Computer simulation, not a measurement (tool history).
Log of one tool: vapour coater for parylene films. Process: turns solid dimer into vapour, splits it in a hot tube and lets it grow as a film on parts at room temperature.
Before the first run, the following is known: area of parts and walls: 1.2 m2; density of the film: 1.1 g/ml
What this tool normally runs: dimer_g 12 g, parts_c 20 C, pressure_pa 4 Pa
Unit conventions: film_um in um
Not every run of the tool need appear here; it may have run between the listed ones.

run    hour  dimer_g  parts_c  pressure_pa  film_um
  1       0       12       20            4     4.06
  2      25       12       20         6.11     3.83
  3    42.4       12       20         6.11     3.83
  4    69.4       12       20         7.51     3.74
  5    92.8       12       20         2.25     4.25
  6   123.8       12       20            4     3.98
  7   148.6       12       20         3.63     4.05
  8   171.1       12       20         3.63     4.07
  9   194.1       12       20         3.63     3.98
 10   211.2       12       19            4     4.06
 11   235.3       12       19            4     4.05
 12   255.4       12       19            4     4.06
 13   286.2       12       19            4     4.05
 14   316.7       12       19            4     4.03
 15   347.4       12       19            4     4.03
 16   375.4       12       20            4     3.92
 17   391.7       12       20            4     3.89
      417.4  -- trap's valve overhauled
 18   417.4       12       20         2.56      4.5
 19   436.3       12       14            4     4.84
 20   463.6       12       14            4     4.87
 21     482       12       14            4     4.76
 22   516.4       12       14            4     4.82
      519.6  -- table's thermometer calibrated
 23     545       12       24            4      3.9
 24   575.5        5       20            4     1.75
 25   613.1        7       24         2.37     2.34
 26   639.4       12       26          4.4      3.6
 27   662.6       12       20            4     4.24
 28   680.5       14       14        11.82     5.01
 29   700.4       14       14        11.82     5.03
        721  -- table's thermometer calibrated, once more
 30   732.2       14       14         2.04     5.87
 31   753.3        7       15         7.07     2.52
 32   788.8        7       15         7.07     2.49
 33   817.4        7       15         7.07     2.47
 34     837        9       16          4.3     3.34
 35   865.1        6       16         2.52     2.31
 36   889.2        7       18          5.3     2.36
 37   910.4       11       20            4      3.7
 38   930.5        8       25        11.69     2.14
 39   966.2        8       25        11.69     2.13
 40   994.3       12       19         2.47     4.31
 41  1033.5       14       19         5.55     4.52
 42  1072.4       14       19         5.55      4.6
 43  1111.4        9       14         5.55     3.29
 44  1148.3        8       13         4.65     3.05
 45  1166.7        8       13         4.65     3.06
 46    1194       11       31         9.71     2.57
 47  1218.4        9       20         9.78     2.67

Below are 4 alternative next runs, each starting from the tool's condition after run 47. Predict each:
  A  1256.9        9       20         4.38        ?
  B  1256.9       12       20         6.64        ?
  C  1256.9       14       19         7.96        ?
  D  1256.9        9       20         10.7        ?

run  film_um
  A     2.89
  B      3.7
  C     4.35
  D     2.64
Had the tool no hidden state, the same runs would have come out as:
run  film_um
  A     3.11
  B     3.98
  C     4.68
  D     2.85

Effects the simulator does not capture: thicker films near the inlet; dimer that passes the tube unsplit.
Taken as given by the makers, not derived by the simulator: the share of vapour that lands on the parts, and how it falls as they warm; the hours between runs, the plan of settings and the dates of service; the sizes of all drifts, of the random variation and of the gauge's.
